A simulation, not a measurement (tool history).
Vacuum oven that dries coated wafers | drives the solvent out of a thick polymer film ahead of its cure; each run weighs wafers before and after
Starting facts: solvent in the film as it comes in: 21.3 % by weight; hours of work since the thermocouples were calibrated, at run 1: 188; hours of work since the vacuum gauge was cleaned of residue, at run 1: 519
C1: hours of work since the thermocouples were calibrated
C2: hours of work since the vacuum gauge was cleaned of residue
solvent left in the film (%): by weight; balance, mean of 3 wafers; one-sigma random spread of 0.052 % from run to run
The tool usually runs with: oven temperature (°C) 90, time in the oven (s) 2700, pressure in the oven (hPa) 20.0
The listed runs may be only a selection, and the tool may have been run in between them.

{"run": 1, "hour": 0.0, "oven temperature (°C)": 90, "time in the oven (s)": 2700, "pressure in the oven (hPa)": 20.0, "C1": 188, "C2": 519, "solvent left in the film (%)": 3.2}
{"run": 2, "hour": 26.3, "oven temperature (°C)": 90, "time in the oven (s)": 2700, "pressure in the oven (hPa)": 20.0, "C1": 206, "C2": 537, "solvent left in the film (%)": 3.34}
{"run": 3, "hour": 46.9, "oven temperature (°C)": 90, "time in the oven (s)": 2700, "pressure in the oven (hPa)": 20.0, "C1": 221, "C2": 551, "solvent left in the film (%)": 3.22}
{"run": 4, "hour": 60.6, "oven temperature (°C)": 90, "time in the oven (s)": 2700, "pressure in the oven (hPa)": 20.0, "C1": 230, "C2": 561, "solvent left in the film (%)": 3.23}
{"run": 5, "hour": 86.6, "oven temperature (°C)": 90, "time in the oven (s)": 2700, "pressure in the oven (hPa)": 20.0, "C1": 249, "C2": 579, "solvent left in the film (%)": 3.21}
{"run": 6, "hour": 104.4, "oven temperature (°C)": 90, "time in the oven (s)": 2700, "pressure in the oven (hPa)": 20.0, "C1": 261, "C2": 592, "solvent left in the film (%)": 3.15}
{"run": 7, "hour": 120.6, "oven temperature (°C)": 90, "time in the oven (s)": 2700, "pressure in the oven (hPa)": 20.0, "C1": 272, "C2": 603, "solvent left in the film (%)": 3.14}
{"run": 8, "hour": 137.4, "oven temperature (°C)": 90, "time in the oven (s)": 2700, "pressure in the oven (hPa)": 20.0, "C1": 284, "C2": 615, "solvent left in the film (%)": 3.14}
{"run": 9, "hour": 162.8, "oven temperature (°C)": 83, "time in the oven (s)": 2700, "pressure in the oven (hPa)": 20.0, "C1": 302, "C2": 632, "solvent left in the film (%)": 6.23}
{"run": 10, "hour": 178.8, "oven temperature (°C)": 83, "time in the oven (s)": 2700, "pressure in the oven (hPa)": 20.0, "C1": 313, "C2": 644, "solvent left in the film (%)": 6.19}
{"run": 11, "hour": 209.3, "oven temperature (°C)": 85, "time in the oven (s)": 2700, "pressure in the oven (hPa)": 20.0, "C1": 334, "C2": 665, "solvent left in the film (%)": 5.28}
{"run": 12, "hour": 239.2, "oven temperature (°C)": 76, "time in the oven (s)": 4140, "pressure in the oven (hPa)": 14.5, "C1": 355, "C2": 686, "solvent left in the film (%)": 6.84}
{"run": 13, "hour": 264.4, "oven temperature (°C)": 76, "time in the oven (s)": 4140, "pressure in the oven (hPa)": 14.5, "C1": 373, "C2": 703, "solvent left in the film (%)": 6.79}
{"run": 14, "hour": 289.4, "oven temperature (°C)": 98, "time in the oven (s)": 1620, "pressure in the oven (hPa)": 49.6, "C1": 390, "C2": 721, "solvent left in the film (%)": 3.72}
{"run": 15, "hour": 313.6, "oven temperature (°C)": 84, "time in the oven (s)": 4320, "pressure in the oven (hPa)": 46.3, "C1": 407, "C2": 738, "solvent left in the film (%)": 5.05}
{"run": 16, "hour": 336.2, "oven temperature (°C)": 102, "time in the oven (s)": 3180, "pressure in the oven (hPa)": 46.3, "C1": 423, "C2": 753, "solvent left in the film (%)": 1.82}
{"run": 17, "hour": 355.7, "oven temperature (°C)": 102, "time in the oven (s)": 1500, "pressure in the oven (hPa)": 46.3, "C1": 437, "C2": 767, "solvent left in the film (%)": 2.59}
{"run": 18, "hour": 369.8, "oven temperature (°C)": 82, "time in the oven (s)": 2160, "pressure in the oven (hPa)": 45.4, "C1": 446, "C2": 777, "solvent left in the film (%)": 9.14}
{"run": 19, "hour": 398.0, "oven temperature (°C)": 80, "time in the oven (s)": 4680, "pressure in the oven (hPa)": 47.6, "C1": 466, "C2": 797, "solvent left in the film (%)": 6.53}
{"run": 20, "hour": 423.9, "oven temperature (°C)": 80, "time in the oven (s)": 4680, "pressure in the oven (hPa)": 47.6, "C1": 484, "C2": 815, "solvent left in the film (%)": 6.43}
{"run": 21, "hour": 448.6, "oven temperature (°C)": 84, "time in the oven (s)": 4260, "pressure in the oven (hPa)": 26.4, "C1": 501, "C2": 832, "solvent left in the film (%)": 3.7}
{"run": 22, "hour": 463.2, "oven temperature (°C)": 84, "time in the oven (s)": 4260, "pressure in the oven (hPa)": 26.4, "C1": 512, "C2": 842, "solvent left in the film (%)": 3.69}

Alternative continuations, all from the tool just after run 22; predict every row:
{"run": "A", "hour": 493.2, "oven temperature (°C)": 84, "time in the oven (s)": 2040, "pressure in the oven (hPa)": 26.4, "C1": 533, "C2": 863, "solvent left in the film (%)": "?"}
{"run": "B", "hour": 493.2, "oven temperature (°C)": 90, "time in the oven (s)": 2700, "pressure in the oven (hPa)": 13.8, "C1": 533, "C2": 863, "solvent left in the film (%)": "?"}
{"run": "C", "hour": 493.2, "oven temperature (°C)": 90, "time in the oven (s)": 3660, "pressure in the oven (hPa)": 47.0, "C1": 533, "C2": 863, "solvent left in the film (%)": "?"}

run=A solvent_left_in_the_film_(%)=7.46
run=B solvent_left_in_the_film_(%)=2.64
run=C solvent_left_in_the_film_(%)=3.51
With the hidden condition removed and each run's random variation left untouched, the same runs would have given:
run=A solvent_left_in_the_film_(%)=7.98
run=B solvent_left_in_the_film_(%)=2.95
run=C solvent_left_in_the_film_(%)=3.74

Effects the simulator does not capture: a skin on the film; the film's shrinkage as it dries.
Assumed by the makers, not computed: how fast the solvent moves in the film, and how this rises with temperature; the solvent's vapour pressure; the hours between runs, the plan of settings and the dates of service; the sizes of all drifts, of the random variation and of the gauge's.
